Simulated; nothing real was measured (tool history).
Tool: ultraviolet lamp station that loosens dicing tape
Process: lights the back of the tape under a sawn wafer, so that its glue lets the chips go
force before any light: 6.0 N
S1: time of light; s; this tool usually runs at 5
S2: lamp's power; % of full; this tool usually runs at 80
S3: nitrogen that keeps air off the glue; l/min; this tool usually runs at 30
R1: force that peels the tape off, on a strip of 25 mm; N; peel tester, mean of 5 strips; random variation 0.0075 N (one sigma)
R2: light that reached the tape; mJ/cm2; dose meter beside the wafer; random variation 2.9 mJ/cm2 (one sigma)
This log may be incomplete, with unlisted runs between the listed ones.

{"run": 1, "hour": 0.0, "S1": 5, "S2": 80, "S3": 30, "R1": 0.313, "R2": 370}
{"run": 2, "hour": 61.0, "S1": 5, "S2": 80, "S3": 30, "R1": 0.317, "R2": 359}
{"run": 3, "hour": 122.3, "S1": 8, "S2": 80, "S3": 30, "R1": 0.238, "R2": 538}
{"run": 4, "hour": 190.3, "S1": 10, "S2": 80, "S3": 30, "R1": 0.245, "R2": 629}
{"run": 5, "hour": 233.7, "S1": 10, "S2": 80, "S3": 30, "R1": 0.249, "R2": 573}
{"run": 6, "hour": 289.3, "S1": 5, "S2": 80, "S3": 30, "R1": 0.468, "R2": 269}
{"run": 7, "hour": 343.2, "S1": 5, "S2": 80, "S3": 30, "R1": 0.516, "R2": 253}
{"run": 8, "hour": 421.1, "S1": 5, "S2": 80, "S3": 30, "R1": 0.601, "R2": 236}
{"run": 9, "hour": 488.3, "S1": 5, "S2": 80, "S3": 30, "R1": 0.655, "R2": 219}
{"run": 10, "hour": 572.0, "S1": 5, "S2": 80, "S3": 30, "R1": 0.363, "R2": 322}
{"run": 11, "hour": 616.7, "S1": 5, "S2": 80, "S3": 30, "R1": 0.388, "R2": 314}
{"run": 12, "hour": 657.3, "S1": 5, "S2": 80, "S3": 30, "R1": 0.393, "R2": 300}
{"run": 13, "hour": 711.6, "S1": 5, "S2": 80, "S3": 30, "R1": 0.431, "R2": 285}
{"run": 14, "hour": 778.2, "S1": 5, "S2": 80, "S3": 10, "R1": 0.898, "R2": 263}
{"run": 15, "hour": 838.2, "S1": 5, "S2": 75, "S3": 30, "R1": 0.573, "R2": 240}
{"run": 16, "hour": 924.2, "S1": 5, "S2": 75, "S3": 30, "R1": 0.482, "R2": 267}
{"run": 17, "hour": 1018.2, "S1": 5, "S2": 75, "S3": 30, "R1": 0.555, "R2": 243}
{"run": 18, "hour": 1067.5, "S1": 5, "S2": 75, "S3": 30, "R1": 0.327, "R2": 348}
{"run": 19, "hour": 1111.4, "S1": 5, "S2": 75, "S3": 30, "R1": 0.33, "R2": 342}
{"run": 20, "hour": 1183.2, "S1": 5, "S2": 97, "S3": 30, "R1": 0.274, "R2": 413}
{"run": 21, "hour": 1277.8, "S1": 5, "S2": 97, "S3": 30, "R1": 0.264, "R2": 459}
{"run": 22, "hour": 1368.8, "S1": 4, "S2": 69, "S3": 30, "R1": 0.577, "R2": 241}
{"run": 23, "hour": 1431.4, "S1": 5, "S2": 95, "S3": 30, "R1": 0.288, "R2": 404}
{"run": 24, "hour": 1528.5, "S1": 3, "S2": 63, "S3": 30, "R1": 1.285, "R2": 149}
{"run": 25, "hour": 1609.6, "S1": 3, "S2": 78, "S3": 28, "R1": 1.067, "R2": 169}
{"run": 26, "hour": 1654.8, "S1": 2, "S2": 94, "S3": 34, "R1": 1.102, "R2": 156}
{"run": 27, "hour": 1739.5, "S1": 3, "S2": 94, "S3": 50, "R1": 0.505, "R2": 220}
{"run": 28, "hour": 1813.9, "S1": 3, "S2": 91, "S3": 41, "R1": 0.658, "R2": 197}
{"run": 29, "hour": 1900.5, "S1": 4, "S2": 82, "S3": 40, "R1": 0.583, "R2": 223}
{"run": 30, "hour": 1981.6, "S1": 8, "S2": 82, "S3": 40, "R1": 0.269, "R2": 401}
{"run": 31, "hour": 2040.5, "S1": 7, "S2": 84, "S3": 28, "R1": 0.277, "R2": 414}
{"run": 32, "hour": 2086.6, "S1": 7, "S2": 84, "S3": 28, "R1": 0.298, "R2": 397}
{"run": 33, "hour": 2180.5, "S1": 5, "S2": 61, "S3": 30, "R1": 0.441, "R2": 282}
{"run": 34, "hour": 2278.4, "S1": 5, "S2": 61, "S3": 30, "R1": 0.51, "R2": 258}
{"run": 35, "hour": 2321.0, "S1": 5, "S2": 61, "S3": 30, "R1": 0.543, "R2": 243}
{"run": 36, "hour": 2403.8, "S1": 5, "S2": 61, "S3": 41, "R1": 0.549, "R2": 224}

Between the runs listed above, the log contained 8 entries, not reproduced here. Where in the sequence does each belong, and how does what the log doesn't record of the tool's condition differ from the listed run before to the listed run after?
Between runs 4 and 5: window cleaned of glue's vapour (hour 210)
  lamp's light, % of a new lamp's: 93.4 -> 92.1; light that the window lets through, % of a clean one's: 81.9 -> 75.4
  measured result minus the result with no hidden state, R1: +0.003 -> +0.007 N; R2: -193 -> -254 mJ/cm2
Between runs 9 and 10: window cleaned of glue's vapour, once more (hour 502.5)
  lamp's light, % of a new lamp's: 84.6 -> 82; light that the window lets through, % of a clean one's: 63.4 -> 96.6
  measured result minus the result with no hidden state, R1: +0.381 -> +0.08 N; R2: -191 -> -86 mJ/cm2
Between runs 15 and 16: window cleaned of glue's vapour (hour 886.1)
  lamp's light, % of a new lamp's: 73.4 -> 70.9; light that the window lets through, % of a clean one's: 84.3 -> 98.2
  measured result minus the result with no hidden state, R1: +0.282 -> +0.184 N; R2: -147 -> -117 mJ/cm2
Between runs 17 and 18: lamp changed (hour 1067.5)
  lamp's light, % of a new lamp's: 68.1 -> 99.9; light that the window lets through, % of a clean one's: 93.8 -> 91.5
  measured result minus the result with no hidden state, R1: +0.254 -> +0.03 N; R2: -138 -> -33 mJ/cm2
Between runs 20 and 21: window cleaned of glue's vapour (hour 1269)
  lamp's light, % of a new lamp's: 96.1 -> 93.1; light that the window lets through, % of a clean one's: 86 -> 99.3
  measured result minus the result with no hidden state, R1: +0.028 -> +0.009 N; R2: -87 -> -38 mJ/cm2
Between runs 25 and 26: window cleaned of glue's vapour (hour 1651.1)
  lamp's light, % of a new lamp's: 83.3 -> 82; light that the window lets through, % of a clean one's: 84.4 -> 99.5
  measured result minus the result with no hidden state, R1: +0.466 -> +0.304 N; R2: -71 -> -36 mJ/cm2
Between runs 30 and 31: window cleaned of glue's vapour (hour 2035.9)
  lamp's light, % of a new lamp's: 71.7 -> 70; light that the window lets through, % of a clean one's: 84.1 -> 99.1
  measured result minus the result with no hidden state, R1: +0.031 -> +0.039 N; R2: -263 -> -183 mJ/cm2
Between runs 32 and 33: lamp changed (hour 2135.1)
  lamp's light, % of a new lamp's: 68.5 -> 97.5; light that the window lets through, % of a clean one's: 96.9 -> 92.5
  measured result minus the result with no hidden state, R1: +0.052 -> +0.062 N; R2: -202 -> -30 mJ/cm2
